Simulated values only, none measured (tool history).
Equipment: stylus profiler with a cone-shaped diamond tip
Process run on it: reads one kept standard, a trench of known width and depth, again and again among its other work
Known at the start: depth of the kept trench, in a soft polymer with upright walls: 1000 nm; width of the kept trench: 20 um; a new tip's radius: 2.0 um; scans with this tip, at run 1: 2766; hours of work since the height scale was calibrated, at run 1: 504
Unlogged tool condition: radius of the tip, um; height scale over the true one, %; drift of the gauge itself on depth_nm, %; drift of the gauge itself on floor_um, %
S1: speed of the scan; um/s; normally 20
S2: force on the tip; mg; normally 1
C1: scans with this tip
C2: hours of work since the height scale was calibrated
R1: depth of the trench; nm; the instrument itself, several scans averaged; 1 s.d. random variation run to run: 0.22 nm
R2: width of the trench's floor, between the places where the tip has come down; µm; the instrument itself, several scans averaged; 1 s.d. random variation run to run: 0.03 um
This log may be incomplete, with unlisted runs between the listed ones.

{"run": 1, "hour": 0.0, "S1": 20, "S2": 1, "C1": 2766, "C2": 504, "R1": 1008.8, "R2": 15.97}
{"run": 2, "hour": 72.3, "S1": 20, "S2": 1, "C1": 2982, "C2": 544, "R1": 1008.79, "R2": 15.93}
{"run": 3, "hour": 139.0, "S1": 20, "S2": 0.45, "C1": 3181, "C2": 580, "R1": 1006.8, "R2": 15.81}
{"run": 4, "hour": 175.2, "S1": 20, "S2": 0.45, "C1": 3290, "C2": 600, "R1": 1006.63, "R2": 15.82}
{"run": 5, "hour": 251.1, "S1": 20, "S2": 1, "C1": 3516, "C2": 641, "R1": 1009.34, "R2": 15.84}
{"run": 6, "hour": 283.3, "S1": 20, "S2": 1, "C1": 3613, "C2": 659, "R1": 1009.05, "R2": 15.85}
{"run": 7, "hour": 339.5, "S1": 20, "S2": 1, "C1": 3781, "C2": 689, "R1": 1009.62, "R2": 15.85}
{"run": 8, "hour": 370.4, "S1": 17, "S2": 1, "C1": 3873, "C2": 706, "R1": 1009.57, "R2": 15.86}
{"run": 9, "hour": 439.9, "S1": 17, "S2": 1, "C1": 4081, "C2": 744, "R1": 1010.03, "R2": 15.85}
{"run": 10, "hour": 513.7, "S1": 26, "S2": 0.52, "C1": 4301, "C2": 784, "R1": 1007.65, "R2": 15.58}
{"run": 11, "hour": 553.2, "S1": 12, "S2": 1.28, "C1": 4419, "C2": 806, "R1": 1011.29, "R2": 15.81}
{"run": 12, "hour": 615.7, "S1": 18, "S2": 1.42, "C1": 4606, "C2": 840, "R1": 1011.53, "R2": 15.76}
{"run": 13, "hour": 655.6, "S1": 69, "S2": 1.67, "C1": 4725, "C2": 861, "R1": 1012.66, "R2": 15.41}
{"run": 14, "hour": 719.5, "S1": 59, "S2": 0.89, "C1": 4916, "C2": 896, "R1": 1010.5, "R2": 15.33}
{"run": 15, "hour": 764.9, "S1": 30, "S2": 0.48, "C1": 5052, "C2": 921, "R1": 1008.16, "R2": 15.5}
{"run": 16, "hour": 798.5, "S1": 30, "S2": 0.48, "C1": 5152, "C2": 939, "R1": 1008.18, "R2": 15.43}

5 options for the next run, each taken on its own from the tool as it stands now. Forecast them:
{"hour": 833.0, "done": "height scale calibrated on a step standard"}
{"run": "A", "hour": 854.7, "S1": 5, "S2": 2.61, "C1": 5319, "C2": 12, "R1": "?", "R2": "?"}
{"hour": 833.0, "done": "height scale calibrated on a step standard"}
{"run": "B", "hour": 854.7, "S1": 45, "S2": 0.34, "C1": 5319, "C2": 12, "R1": "?", "R2": "?"}
{"hour": 833.0, "done": "height scale calibrated on a step standard"}
{"run": "C", "hour": 854.7, "S1": 74, "S2": 0.55, "C1": 5319, "C2": 12, "R1": "?", "R2": "?"}
{"hour": 833.0, "done": "height scale calibrated on a step standard"}
{"run": "D", "hour": 854.7, "S1": 27, "S2": 2.85, "C1": 5319, "C2": 12, "R1": "?", "R2": "?"}
{"hour": 833.0, "done": "height scale calibrated on a step standard"}
{"run": "E", "hour": 854.7, "S1": 25, "S2": 1.26, "C1": 5319, "C2": 12, "R1": "?", "R2": "?"}

run=A R1=1011.41 R2=15.76
run=B R1=1002.82 R2=15.15
run=C R1=1003.97 R2=14.97
run=D R1=1011.86 R2=15.65
run=E R1=1006.59 R2=15.59
Without the tool's hidden state the same runs would have given:
run=A R1=1011.5 R2=16.53
run=B R1=1002.91 R2=15.91
run=C R1=1004.06 R2=15.73
run=D R1=1011.95 R2=16.41
run=E R1=1006.68 R2=16.35
